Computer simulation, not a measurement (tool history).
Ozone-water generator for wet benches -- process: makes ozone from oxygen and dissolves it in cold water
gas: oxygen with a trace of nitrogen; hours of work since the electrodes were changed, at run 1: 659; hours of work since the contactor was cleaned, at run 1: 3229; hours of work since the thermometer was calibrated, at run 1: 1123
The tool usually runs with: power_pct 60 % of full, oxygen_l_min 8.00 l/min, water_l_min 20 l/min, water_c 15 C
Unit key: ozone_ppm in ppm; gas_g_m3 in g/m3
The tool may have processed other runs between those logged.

run	hour	power_pct	oxygen_l_min	water_l_min	water_c	hours of work since the electrodes were changed	hours of work since the contactor was cleaned	hours of work since the thermometer was calibrated	ozone_ppm	gas_g_m3
1	0.0	60	8.00	20	15	659	3229	1123	27.1	166.6
2	24.5	60	8.00	20	17	676	3245	1139	26.0	167.8
3	50.7	60	8.00	20	15	693	3263	1157	27.1	169.5
4	91.8	60	8.00	20	15	721	3291	1184	26.9	167.7
5	124.8	60	8.00	20	15	743	3313	1206	27.0	167.6
6	145.9	60	8.00	22	15	757	3327	1221	24.8	167.4
7	170.4	60	8.00	22	15	774	3343	1237	25.4	167.7
8	205.9	60	8.00	22	15	798	3367	1261	25.3	166.7
9	245.5	60	8.00	20	15	824	3394	1288	26.7	167.3
10	277.6	67	8.00	20	19	846	3415	1309	27.0	181.6
11	321.5	75	8.00	20	17	875	3445	1339	30.0	193.9
12	361.9	47	8.00	20	15	902	3472	1366	23.2	143.0
13	381.9	60	8.00	18	9	916	3486	1379	32.3	168.4
14	409.3	60	8.51	18	9	934	3504	1398	31.7	163.1
15	441.8	60	8.51	18	9	956	3526	1420	32.2	162.8
16	476.5	60	8.51	18	9	980	3549	1443	32.1	163.6
17	517.0	50	6.86	18	13	1007	3576	1470	26.8	161.7
18	536.2	75	6.86	18	9	1020	3589	1483	36.9	213.8

Alternative continuations, all from the tool just after run 18; predict every row:
A	574.3	75	5.57	18	9	1045	3615	1509	?	?
B	574.3	60	8.00	15	15	1045	3615	1509	?	?
C	574.3	60	5.01	20	15	1045	3615	1509	?	?
D	574.3	60	7.49	23	9	1045	3615	1509	?	?
E	574.3	50	8.25	18	9	1045	3615	1509	?	?

run	ozone_ppm	gas_g_m3
A	37.3	237.3
B	31.9	168.9
C	27.2	213.7
D	27.0	174.5
E	28.4	147.7
With the hidden condition removed and each run's random variation left untouched, the same runs would have given:
run	ozone_ppm	gas_g_m3
A	37.3	237.4
B	31.9	168.9
C	27.2	213.8
D	27.0	174.5
E	28.5	147.7

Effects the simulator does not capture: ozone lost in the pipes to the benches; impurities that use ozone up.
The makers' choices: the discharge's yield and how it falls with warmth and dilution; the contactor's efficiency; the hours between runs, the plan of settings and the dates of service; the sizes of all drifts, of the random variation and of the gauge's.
